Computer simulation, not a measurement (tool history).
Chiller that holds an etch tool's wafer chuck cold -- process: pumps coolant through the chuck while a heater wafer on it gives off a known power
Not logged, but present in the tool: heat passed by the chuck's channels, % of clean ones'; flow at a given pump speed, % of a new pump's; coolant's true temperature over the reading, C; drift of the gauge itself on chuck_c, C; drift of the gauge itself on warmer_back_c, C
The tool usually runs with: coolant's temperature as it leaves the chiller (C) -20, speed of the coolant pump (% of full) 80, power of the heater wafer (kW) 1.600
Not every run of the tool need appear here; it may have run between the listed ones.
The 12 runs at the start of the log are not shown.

run,day,coolant's temperature as it leaves the chiller (C),speed of the coolant pump (% of full),power of the heater wafer (kW),hours since the coolant was changed and the channels were flushed,hours since the pump was overhauled,hours since the chiller's thermometer was calibrated,chuck's temperature once it has settled (C),how much warmer the coolant comes back (C)
13,77.421,-20,80,1.600,2248,2248,2248,-1.6,4.21
14,83.179,-20,80,1.600,2386,2386,2386,-1.4,4.25
15,90.312,-20,71,1.600,2557,2557,2557,0.3,4.73
16,97.917,-27,73,1.047,2740,2740,2740,-13.4,3.05
17,106.258,-24,80,1.093,2940,2940,2940,-10.5,2.99
# day 110.842: coolant changed, channels flushed
# day 112.050: chiller's thermometer calibrated
18,112.050,-24,80,1.093,28,3072,0,-12.7,2.97
19,119.542,-22,80,1.600,208,3252,180,-5.4,4.29
20,128.529,-14,83,1.855,423,3467,395,5.5,4.89
21,132.358,-25,80,0.835,515,3559,487,-16.1,2.27
22,140.992,-30,80,0.835,723,3766,695,-21.0,2.29
23,146.146,-24,81,2.026,846,3890,818,-2.1,5.56
24,153.408,-28,88,1.009,1021,4064,993,-17.4,2.51
25,159.867,-28,88,1.009,1176,4220,1148,-17.3,2.54
26,167.421,-28,88,1.009,1357,4401,1329,-17.1,2.63
27,176.258,-28,88,1.009,1569,4613,1541,-16.9,2.62
28,185.288,-28,88,1.009,1786,4830,1758,-16.6,2.64
29,190.358,-28,88,1.009,1907,4951,1879,-16.4,2.64
30,196.917,-18,99,1.132,2065,5109,2037,-6.0,2.64

Forecast each of these 4 alternatives for the next run:
A,202.421,-20,93,1.600,2197,5241,2169,?,?
B,202.421,-18,89,0.847,2197,5241,2169,?,?
C,202.421,-18,84,1.132,2197,5241,2169,?,?
D,202.421,-14,74,1.132,2197,5241,2169,?,?

run,chuck's temperature once it has settled (C),how much warmer the coolant comes back (C)
A,-2.4,4.02
B,-8.1,2.23
C,-4.6,3.15
D,0.7,3.52
Without the tool's hidden state the same runs would have given:
run,chuck's temperature once it has settled (C),how much warmer the coolant comes back (C)
A,-6.3,3.43
B,-10.5,1.91
C,-7.7,2.69
D,-2.6,3.00
